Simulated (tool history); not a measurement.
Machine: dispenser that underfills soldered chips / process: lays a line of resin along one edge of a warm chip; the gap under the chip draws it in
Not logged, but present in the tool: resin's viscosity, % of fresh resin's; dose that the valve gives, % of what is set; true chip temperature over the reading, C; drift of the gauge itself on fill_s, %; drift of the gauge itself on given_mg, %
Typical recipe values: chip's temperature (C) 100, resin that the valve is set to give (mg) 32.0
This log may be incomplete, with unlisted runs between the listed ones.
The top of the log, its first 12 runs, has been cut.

run	hour	chip's temperature (C)	resin that the valve is set to give (mg)	hours of work since the syringe was changed	hours of work since the valve was cleaned	hours of work since the stage was calibrated	time until the resin shows at the far edge (s)	resin that the valve gave (mg)
13	119.2	100	32.0	6	80	314	484.2	29.79
# hour 128.1: new syringe of resin
# hour 129.1: dispensing valve cleaned and set on the balance
14	133.0	100	32.0	3	3	323	377.4	31.95
15	141.9	100	32.0	9	9	329	610.4	31.88
# hour 146.2: new syringe of resin
16	154.4	100	27.6	6	18	338	491.8	27.22
17	161.7	100	27.6	11	23	343	749.4	27.15
# hour 163.4: new syringe of resin
18	174.7	100	27.6	8	32	352	569.9	26.81
# hour 180.9: new syringe of resin
19	186.1	104	38.5	4	40	360	338.4	36.96
# hour 198.1: new syringe of resin
20	200.3	104	38.5	2	50	370	287.7	36.88
21	213.6	104	38.5	11	59	379	596.4	36.40
# hour 215.2: new syringe of resin
22	227.5	104	38.5	9	69	389	524.2	36.16
# hour 232.9: new syringe of resin
23	236.2	110	32.0	2	75	395	266.0	29.64
24	248.9	110	32.0	11	84	404	544.7	29.66
# hour 250.4: new syringe of resin
# hour 253.1: dispensing valve cleaned and set on the balance
25	257.9	104	34.9	5	3	410	367.8	34.67
26	267.4	94	37.0	11	10	416	863.3	36.54
# hour 269.0: new syringe of resin
27	275.3	98	28.2	5	16	422	450.7	27.58
28	285.4	92	39.2	12	23	429	925.8	38.33
# hour 286.6: new syringe of resin
29	299.3	97	36.4	9	32	439	639.4	35.25
# hour 304.1: new syringe of resin
30	308.9	111	38.2	3	39	445	268.5	36.79
31	320.6	114	31.4	12	47	454	475.8	29.90
# hour 322.1: new syringe of resin
32	331.3	114	31.4	7	55	461	325.0	29.76
# hour 337.3: stage's temperature calibrated
# hour 340.4: new syringe of resin
33	344.6	114	31.4	3	63	5	263.7	29.85
34	353.8	99	39.4	10	70	12	679.2	36.56
# hour 357.8: new syringe of resin
35	365.7	107	29.8	6	78	20	413.5	27.77

4 options for the next run, each taken on its own from the tool as it stands now. Forecast them:
# hour 375.3: new syringe of resin
A	376.6	100	38.6	1	86	27	?	?
# hour 375.3: new syringe of resin
B	376.6	98	27.8	1	86	27	?	?
# hour 375.3: new syringe of resin
C	376.6	104	29.0	1	86	27	?	?
# hour 375.3: new syringe of resin
D	376.6	100	29.6	1	86	27	?	?

run	time until the resin shows at the far edge (s)	resin that the valve gave (mg)
A	334.7	35.59
B	380.4	25.54
C	316.4	26.46
D	352.6	27.26
The same runs, with their run-to-run variation unchanged, on a tool lacking any hidden condition would have given:
run	time until the resin shows at the far edge (s)	resin that the valve gave (mg)
A	309.0	38.66
B	345.8	27.75
C	288.5	28.74
D	322.0	29.61
